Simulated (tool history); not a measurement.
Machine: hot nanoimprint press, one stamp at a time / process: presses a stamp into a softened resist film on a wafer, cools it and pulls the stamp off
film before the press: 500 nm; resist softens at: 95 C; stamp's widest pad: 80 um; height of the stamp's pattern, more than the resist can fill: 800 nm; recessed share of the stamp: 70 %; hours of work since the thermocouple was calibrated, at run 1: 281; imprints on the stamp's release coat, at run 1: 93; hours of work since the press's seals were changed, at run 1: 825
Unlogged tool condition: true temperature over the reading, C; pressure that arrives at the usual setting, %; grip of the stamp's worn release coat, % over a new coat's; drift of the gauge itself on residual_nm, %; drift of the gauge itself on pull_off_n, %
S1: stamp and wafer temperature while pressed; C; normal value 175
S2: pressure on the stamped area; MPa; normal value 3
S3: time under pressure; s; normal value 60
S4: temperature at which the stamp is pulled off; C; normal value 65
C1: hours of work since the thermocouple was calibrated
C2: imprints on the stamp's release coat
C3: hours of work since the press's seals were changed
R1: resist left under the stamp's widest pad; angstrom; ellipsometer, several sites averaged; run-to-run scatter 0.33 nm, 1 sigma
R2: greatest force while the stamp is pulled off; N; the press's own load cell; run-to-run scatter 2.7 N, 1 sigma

| run | hour | S1 | S2 | S3 | S4 | C1 | C2 | C3 | R1 | R2 |
|---|---|---|---|---|---|---|---|---|---|---|
| 1 | 0 | 175 | 3 | 60 | 65 | 281 | 93 | 825 | 2434 | 208 |
| 2 | 60.3 | 175 | 3 | 60 | 65 | 318 | 346 | 862 | 2431 | 215 |
| 3 | 99.8 | 175 | 3 | 60 | 65 | 342 | 511 | 886 | 2428 | 218 |
| 4 | 159.2 | 175 | 3 | 60 | 65 | 378 | 761 | 922 | 2424 | 224 |
| 5 | 195.5 | 175 | 3 | 60 | 65 | 400 | 913 | 944 | 2421 | 223 |
| 6 | 239.2 | 175 | 2.22 | 60 | 65 | 426 | 1096 | 971 | 2726 | 234 |
| 7 | 303 | 175 | 2.22 | 60 | 65 | 465 | 1364 | 1010 | 2722 | 236 |
| 8 | 346.8 | 175 | 2.22 | 60 | 65 | 492 | 1547 | 1037 | 2715 | 241 |
| 9 | 374.4 | 175 | 2.22 | 60 | 65 | 509 | 1663 | 1053 | 2720 | 244 |
|  | 422.7 | press's hydraulic seals changed and the load cell set to zero |
|  | 438.1 | plate thermocouple calibrated |
| 10 | 450.9 | 175 | 1.93 | 60 | 65 | 8 | 1938 | 15 | 2780 | 251 |
| 11 | 480 | 175 | 1.93 | 60 | 65 | 26 | 2060 | 33 | 2778 | 253 |
| 12 | 513.2 | 175 | 3 | 60 | 55 | 46 | 2199 | 53 | 2305 | 281 |
|  | 557.2 | plate thermocouple calibrated, once more |
| 13 | 562.6 | 175 | 3 | 60 | 55 | 3 | 2394 | 82 | 2431 | 300 |
|  | 581.7 | stamp cleaned and given a new release coat |
| 14 | 607.5 | 175 | 3 | 60 | 65 | 27 | 108 | 105 | 2418 | 205 |
| 15 | 673.5 | 175 | 3 | 60 | 70 | 67 | 385 | 145 | 2417 | 209 |
| 16 | 704.5 | 175 | 3 | 60 | 70 | 86 | 515 | 164 | 2416 | 209 |
| 17 | 736.7 | 175 | 3.11 | 60 | 65 | 106 | 650 | 184 | 2378 | 225 |
| 18 | 784.1 | 175 | 3.11 | 60 | 65 | 134 | 849 | 213 | 2375 | 230 |
| 19 | 812 | 175 | 3.11 | 60 | 65 | 151 | 966 | 230 | 2373 | 233 |
| 20 | 868.4 | 179 | 2.23 | 30 | 67 | 186 | 1202 | 264 | 3044 | 228 |
| 21 | 925.8 | 175 | 3 | 63 | 50 | 221 | 1443 | 299 | 2360 | 270 |
| 22 | 989 | 175 | 3 | 63 | 50 | 259 | 1708 | 337 | 2357 | 284 |
| 23 | 1032.3 | 167 | 1.89 | 50 | 65 | 286 | 1890 | 364 | 3705 | 250 |
| 24 | 1061.4 | 167 | 1.89 | 56 | 66 | 303 | 2012 | 381 | 3609 | 250 |
| 25 | 1122 | 167 | 2.66 | 40 | 66 | 340 | 2266 | 418 | 3543 | 259 |
| 26 | 1155.2 | 167 | 2.3 | 109 | 66 | 360 | 2405 | 438 | 2789 | 270 |
|  | 1173.1 | stamp cleaned and given a new release coat |
| 27 | 1203.3 | 172 | 3 | 60 | 55 | 386 | 127 | 464 | 2618 | 229 |
| 28 | 1244.2 | 178 | 2.4 | 38 | 55 | 411 | 299 | 489 | 2794 | 236 |
| 29 | 1285 | 175 | 3.97 | 92 | 58 | 436 | 470 | 514 | 1775 | 228 |

What if the next run were any one of these 5? Each begins from the tool's condition after run 29:
| A | 1315 | 167 | 3.97 | 92 | 58 | 454 | 596 | 532 | ? | ? |
| B | 1315 | 185 | 2.32 | 92 | 63 | 454 | 596 | 532 | ? | ? |
| C | 1315 | 175 | 3.84 | 92 | 58 | 454 | 596 | 532 | ? | ? |
| D | 1315 | 175 | 3.97 | 37 | 58 | 454 | 596 | 532 | ? | ? |
| E | 1315 | 164 | 3 | 60 | 65 | 454 | 596 | 532 | ? | ? |

| run | R1 | R2 |
|---|---|---|
| A | 2357 | 233 |
| B | 1646 | 226 |
| C | 1797 | 233 |
| D | 2516 | 232 |
| E | 3309 | 217 |
What these runs would have given with no unlogged condition in the tool:
| run | R1 | R2 |
|---|---|---|
| A | 2426 | 220 |
| B | 1695 | 214 |
| C | 1847 | 221 |
| D | 2575 | 219 |
| E | 3394 | 205 |
